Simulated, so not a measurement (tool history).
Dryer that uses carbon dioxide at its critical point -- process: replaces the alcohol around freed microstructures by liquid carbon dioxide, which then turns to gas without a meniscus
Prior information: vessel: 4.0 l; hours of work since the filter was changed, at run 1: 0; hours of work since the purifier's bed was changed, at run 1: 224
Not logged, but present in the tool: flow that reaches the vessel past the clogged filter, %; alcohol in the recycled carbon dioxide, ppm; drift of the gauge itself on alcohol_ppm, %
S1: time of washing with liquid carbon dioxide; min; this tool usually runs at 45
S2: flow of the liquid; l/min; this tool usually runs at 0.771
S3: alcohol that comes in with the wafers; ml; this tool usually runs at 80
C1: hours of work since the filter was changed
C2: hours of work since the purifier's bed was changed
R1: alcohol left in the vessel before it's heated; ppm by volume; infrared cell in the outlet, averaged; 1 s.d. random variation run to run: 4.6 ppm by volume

| run | day | S1 | S2 | S3 | C1 | C2 | R1 |
|---|---|---|---|---|---|---|---|
| 1 | 0.000 | 45 | 0.771 | 80 | 0 | 224 | 39 |
| 2 | 0.446 | 45 | 1.117 | 80 | 8 | 231 | 21 |
| 3 | 0.883 | 45 | 1.117 | 80 | 15 | 239 | 28 |
| 4 | 1.229 | 45 | 1.117 | 80 | 21 | 245 | 26 |
| 5 | 1.596 | 45 | 0.771 | 85 | 28 | 251 | 40 |
| 6 | 1.825 | 45 | 0.771 | 85 | 32 | 255 | 35 |
| 7 | 2.233 | 45 | 0.771 | 80 | 39 | 262 | 34 |
| 8 | 2.688 | 45 | 0.771 | 80 | 47 | 270 | 29 |
| 9 | 2.888 | 45 | 0.771 | 80 | 50 | 274 | 38 |
| 10 | 3.192 | 45 | 0.771 | 80 | 55 | 279 | 31 |
| 11 | 3.479 | 45 | 0.771 | 80 | 60 | 284 | 39 |
| 12 | 3.796 | 45 | 0.640 | 80 | 66 | 289 | 68 |
| 13 | 4.154 | 45 | 0.640 | 80 | 72 | 295 | 70 |
| 14 | 4.412 | 45 | 0.771 | 82 | 76 | 300 | 32 |
| 15 | 4.638 | 45 | 0.771 | 82 | 80 | 304 | 27 |
| 16 | 4.975 | 45 | 0.771 | 82 | 86 | 309 | 48 |
| 17 | 5.288 | 45 | 0.771 | 104 | 91 | 315 | 43 |
| 18 | 5.567 | 45 | 0.771 | 80 | 96 | 320 | 39 |
| 19 | 5.883 | 45 | 0.771 | 80 | 102 | 325 | 37 |
| 20 | 6.138 | 45 | 0.771 | 80 | 106 | 330 | 46 |
| 21 | 6.533 | 45 | 0.771 | 80 | 113 | 336 | 41 |
| 22 | 6.733 | 45 | 0.771 | 80 | 116 | 340 | 46 |
| 23 | 7.158 | 45 | 0.771 | 80 | 124 | 347 | 44 |
| 24 | 7.421 | 45 | 0.771 | 80 | 128 | 352 | 40 |
| 25 | 7.817 | 46 | 0.559 | 33 | 135 | 359 | 65 |
| 26 | 8.054 | 50 | 0.736 | 114 | 139 | 363 | 34 |
| 27 | 8.321 | 50 | 0.771 | 80 | 144 | 367 | 40 |
| 28 | 8.521 | 50 | 0.771 | 80 | 147 | 371 | 48 |
| 29 | 8.729 | 45 | 0.771 | 25 | 151 | 374 | 39 |
| 30 | 9.096 | 45 | 0.771 | 25 | 157 | 381 | 21 |
| 31 | 9.417 | 32 | 0.463 | 102 | 163 | 386 | 1156 |
| 32 | 9.612 | 32 | 0.755 | 29 | 166 | 390 | 85 |
| 33 | 10.012 | 41 | 0.957 | 29 | 173 | 396 | 35 |
| 34 | 10.317 | 45 | 0.591 | 69 | 178 | 402 | 102 |
| 35 | 10.562 | 35 | 0.871 | 48 | 182 | 406 | 57 |
| 36 | 10.779 | 32 | 0.771 | 118 | 186 | 410 | 233 |
| 37 | 11.125 | 32 | 0.652 | 20 | 192 | 416 | 103 |
| 38 | 11.508 | 32 | 0.652 | 20 | 199 | 422 | 107 |
| 39 | 11.854 | 35 | 0.899 | 62 | 205 | 428 | 58 |
| 40 | 12.192 | 28 | 0.899 | 41 | 210 | 434 | 102 |

Predict the results of run 41:
| 41 | 12.554 | 61 | 0.648 | 34 | 217 | 440 | ? |

{"run 41": {"R1": 31}}
With the hidden condition absent and the run-to-run variation left alone, this run would have shown R1 0 ppm by volume.
